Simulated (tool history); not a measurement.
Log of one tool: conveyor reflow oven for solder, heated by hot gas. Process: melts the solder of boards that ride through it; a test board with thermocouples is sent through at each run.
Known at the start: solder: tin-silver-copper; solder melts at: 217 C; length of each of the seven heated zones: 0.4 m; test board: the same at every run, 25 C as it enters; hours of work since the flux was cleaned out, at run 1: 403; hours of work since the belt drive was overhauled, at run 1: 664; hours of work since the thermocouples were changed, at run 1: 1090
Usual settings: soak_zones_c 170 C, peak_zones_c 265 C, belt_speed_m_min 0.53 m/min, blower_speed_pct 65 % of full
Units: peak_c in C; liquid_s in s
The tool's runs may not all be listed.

| run | hour | soak_zones_c | peak_zones_c | belt_speed_m_min | blower_speed_pct | hours of work since the flux was cleaned out | hours of work since the belt drive was overhauled | hours of work since the thermocouples were changed | peak_c | liquid_s |
|---|---|---|---|---|---|---|---|---|---|---|
| 1 | 0 | 170 | 265 | 0.53 | 65 | 403 | 664 | 1090 | 246.1 | 61.9 |
| 2 | 34.4 | 170 | 265 | 0.53 | 65 | 423 | 683 | 1110 | 246.1 | 61.2 |
| 3 | 53.4 | 170 | 265 | 0.53 | 65 | 433 | 694 | 1120 | 245.2 | 62.1 |
| 4 | 73 | 170 | 265 | 0.53 | 65 | 444 | 705 | 1131 | 245.8 | 61.2 |
| 5 | 104.1 | 170 | 265 | 0.53 | 65 | 461 | 722 | 1148 | 245.1 | 60.7 |
| 6 | 123 | 171 | 265 | 0.53 | 65 | 472 | 733 | 1159 | 245.9 | 61.5 |
|  | 150.7 | flux residue cleaned out of gas plates and filters |
| 7 | 150.7 | 171 | 265 | 0.537 | 65 | 0 | 745 | 1171 | 249 | 64.9 |
| 8 | 164.9 | 171 | 265 | 0.537 | 65 | 8 | 753 | 1179 | 248.6 | 64.8 |
| 9 | 185.4 | 170 | 265 | 0.53 | 65 | 19 | 764 | 1190 | 248.7 | 65.8 |
| 10 | 210.9 | 170 | 265 | 0.53 | 65 | 33 | 778 | 1205 | 249.3 | 65.5 |
| 11 | 235.1 | 170 | 260 | 0.582 | 65 | 47 | 792 | 1218 | 241.6 | 51.9 |
| 12 | 265.6 | 170 | 260 | 0.582 | 65 | 64 | 809 | 1235 | 242 | 51.5 |
| 13 | 298.6 | 174 | 255 | 0.461 | 68 | 82 | 827 | 1253 | 242.6 | 73.4 |
| 14 | 315.1 | 172 | 263 | 0.637 | 89 | 91 | 836 | 1262 | 244.2 | 50.9 |
| 15 | 345.4 | 172 | 263 | 0.637 | 89 | 108 | 853 | 1279 | 244.4 | 50.5 |
| 16 | 366.4 | 170 | 260 | 0.541 | 65 | 120 | 865 | 1291 | 243.2 | 57 |
|  | 383.5 | thermocouples of zones 6 and 7 changed |
| 17 | 385.9 | 170 | 260 | 0.541 | 65 | 129 | 874 | 1 | 247.1 | 61.7 |
| 18 | 408 | 179 | 265 | 0.53 | 65 | 141 | 887 | 14 | 252.3 | 73 |
| 19 | 428 | 170 | 260 | 0.541 | 76 | 153 | 898 | 25 | 247.6 | 63.8 |
| 20 | 444.8 | 170 | 260 | 0.541 | 76 | 162 | 907 | 34 | 247.3 | 63.1 |

Forecast each of these 3 alternatives for the next run:
| A | 471.5 | 170 | 275 | 0.541 | 76 | 177 | 922 | 49 | ? | ? |
| B | 471.5 | 165 | 268 | 0.541 | 76 | 177 | 922 | 49 | ? | ? |
| C | 471.5 | 163 | 270 | 0.541 | 76 | 177 | 922 | 49 | ? | ? |

| run | peak_c | liquid_s |
|---|---|---|
| A | 260.5 | 73.5 |
| B | 253.1 | 65.9 |
| C | 254.7 | 67.6 |
Without the tool's hidden state the same runs would have given:
| run | peak_c | liquid_s |
|---|---|---|
| A | 261.7 | 72.6 |
| B | 254.3 | 65.5 |
| C | 255.9 | 67.1 |

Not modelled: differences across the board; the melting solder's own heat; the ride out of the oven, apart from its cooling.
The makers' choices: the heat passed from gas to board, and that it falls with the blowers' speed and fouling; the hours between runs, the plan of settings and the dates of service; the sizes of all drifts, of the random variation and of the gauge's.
